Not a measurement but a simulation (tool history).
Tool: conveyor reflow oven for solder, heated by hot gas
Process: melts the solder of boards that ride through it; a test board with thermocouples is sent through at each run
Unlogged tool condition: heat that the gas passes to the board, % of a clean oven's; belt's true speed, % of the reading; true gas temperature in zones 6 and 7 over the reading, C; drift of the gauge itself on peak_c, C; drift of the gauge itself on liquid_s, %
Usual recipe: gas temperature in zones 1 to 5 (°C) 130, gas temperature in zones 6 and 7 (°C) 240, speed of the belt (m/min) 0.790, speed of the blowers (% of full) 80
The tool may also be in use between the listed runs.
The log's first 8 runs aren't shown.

run,hour,gas temperature in zones 1 to 5 (°C),gas temperature in zones 6 and 7 (°C),speed of the belt (m/min),speed of the blowers (% of full),hours of work since the flux was cleaned out,hours of work since the belt drive was overhauled,hours of work since the thermocouples were changed,highest temperature of the board (°C),time above the solder's melting point (s)
9,62.9,130,240,0.743,80,222,293,181,222.1,43.0
10,72.9,130,240,0.743,80,226,297,186,222.2,43.1
11,77.7,130,240,0.743,80,228,299,188,222.6,42.9
12,85.0,130,240,0.743,80,231,303,191,222.4,42.9
13,92.9,130,240,0.743,80,235,306,194,222.1,43.2
14,104.2,130,240,0.790,80,239,311,199,219.7,39.6
15,112.0,130,240,0.790,80,243,314,202,219.9,39.2
16,122.6,130,247,0.790,80,247,318,207,225.8,42.4
17,130.1,118,240,0.790,80,250,322,210,217.4,35.5
18,140.6,118,240,0.790,80,255,326,214,217.4,35.5
19,151.3,118,240,0.817,80,259,331,219,215.9,33.2
20,159.4,118,240,0.817,80,263,334,222,215.6,32.9
21,165.8,130,231,0.945,80,265,337,225,204.3,23.5
22,174.4,130,240,0.811,80,269,340,228,218.2,37.1
23,181.5,130,240,0.847,61,272,343,231,209.6,29.4
24,189.4,130,240,0.847,61,275,347,235,209.5,29.8

Run 25 is up next; what results do you expect?
25,195.8,130,240,0.871,80,278,349,237,?,?

highest temperature of the board (°C): 215.2
time above the solder's melting point (s): 32.9
Had the tool carried no hidden state, the very same run would have given highest temperature of the board (°C) 219.5, time above the solder's melting point (s) 35.4.
